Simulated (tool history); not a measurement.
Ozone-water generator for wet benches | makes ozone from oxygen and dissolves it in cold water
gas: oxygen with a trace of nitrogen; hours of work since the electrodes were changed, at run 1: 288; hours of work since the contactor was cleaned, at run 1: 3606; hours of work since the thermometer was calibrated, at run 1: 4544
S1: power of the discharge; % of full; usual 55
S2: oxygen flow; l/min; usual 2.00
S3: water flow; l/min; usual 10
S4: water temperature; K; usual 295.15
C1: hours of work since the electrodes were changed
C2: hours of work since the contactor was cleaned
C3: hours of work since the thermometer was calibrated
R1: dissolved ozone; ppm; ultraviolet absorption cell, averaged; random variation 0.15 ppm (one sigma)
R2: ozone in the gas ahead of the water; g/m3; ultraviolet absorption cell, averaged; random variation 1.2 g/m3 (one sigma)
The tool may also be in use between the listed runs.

run	hour	S1	S2	S3	S4	C1	C2	C3	R1	R2
1	0.0	55	2.00	10	295.15	288	3606	4544	18.7	218.1
2	77.0	55	2.00	10	295.15	354	3673	4611	18.8	217.4
3	160.4	43	2.00	10	295.15	426	3745	4683	15.3	177.1
4	297.0	43	2.00	10	295.15	544	3863	4801	15.4	180.0
5	394.3	43	2.00	10	295.15	628	3947	4885	15.1	178.0
# hour 493.2: water thermometer calibrated
6	499.3	55	2.00	10	295.15	719	4037	5	18.7	217.3
7	591.5	55	2.00	10	295.15	798	4117	85	18.7	214.0
8	665.4	55	2.00	10	295.15	862	4181	149	18.7	216.6
9	793.0	55	2.00	10	295.15	972	4291	259	18.8	214.8
10	910.6	55	2.00	10	295.15	1074	4393	361	18.6	215.5
11	1061.7	55	2.00	10	295.15	1204	4523	491	18.4	215.2
12	1220.2	55	2.00	10	295.15	1341	4660	628	18.5	214.2
13	1314.9	45	2.00	10	295.15	1423	4742	710	15.5	181.8
14	1406.7	45	2.00	10	295.15	1502	4821	789	15.7	181.0
15	1478.2	45	2.00	10	295.15	1564	4883	851	15.3	181.2
16	1600.3	55	2.00	10	295.15	1670	4988	956	18.1	214.9
17	1672.5	55	2.00	10	295.15	1732	5051	1019	18.1	212.7
18	1741.3	55	2.00	10	295.15	1791	5110	1078	18.4	214.8
19	1841.3	41	1.91	12	291.15	1878	5196	1164	12.5	170.9
20	1969.8	42	1.55	7	291.15	1989	5307	1275	20.3	190.6
21	2120.8	42	1.55	7	291.15	2119	5438	1406	20.2	189.1
22	2191.2	42	1.55	7	291.15	2180	5499	1467	20.1	191.1
23	2337.2	42	1.55	7	291.15	2306	5625	1593	20.1	192.3
24	2402.6	42	1.55	7	291.15	2363	5681	1649	20.0	189.2
25	2554.7	42	1.55	7	291.15	2494	5813	1781	19.9	189.2
26	2704.1	83	2.17	10	295.15	2623	5942	1910	24.9	281.7
27	2802.2	44	2.17	13	295.15	2708	6026	1994	12.1	169.4
28	2902.6	73	1.45	13	291.15	2794	6113	2081	16.2	299.1
29	3051.6	73	1.45	13	291.15	2923	6242	2210	16.2	299.0
30	3153.7	70	1.45	9	291.15	3011	6330	2298	23.3	286.2
31	3296.4	70	1.45	9	291.15	3135	6453	2421	23.3	287.9
32	3447.9	70	1.45	9	291.15	3265	6584	2552	23.1	286.7
33	3563.6	47	1.58	9	291.15	3365	6684	2652	16.9	202.9

Forecast each of these 4 alternatives for the next run:
A	3665.3	65	1.04	10	301.15	3453	6772	2740	?	?
B	3665.3	59	2.00	10	295.15	3453	6772	2740	?	?
C	3665.3	41	1.58	6	291.15	3453	6772	2740	?	?
D	3665.3	47	1.58	9	291.15	3453	6772	2740	?	?

run	R1	R2
A	16.2	309.1
B	18.5	217.4
C	22.2	181.8
D	17.4	202.5
Without the tool's hidden state the same runs would have given:
run	R1	R2
A	18.0	330.8
B	20.5	231.4
C	23.9	189.4
D	19.0	212.8
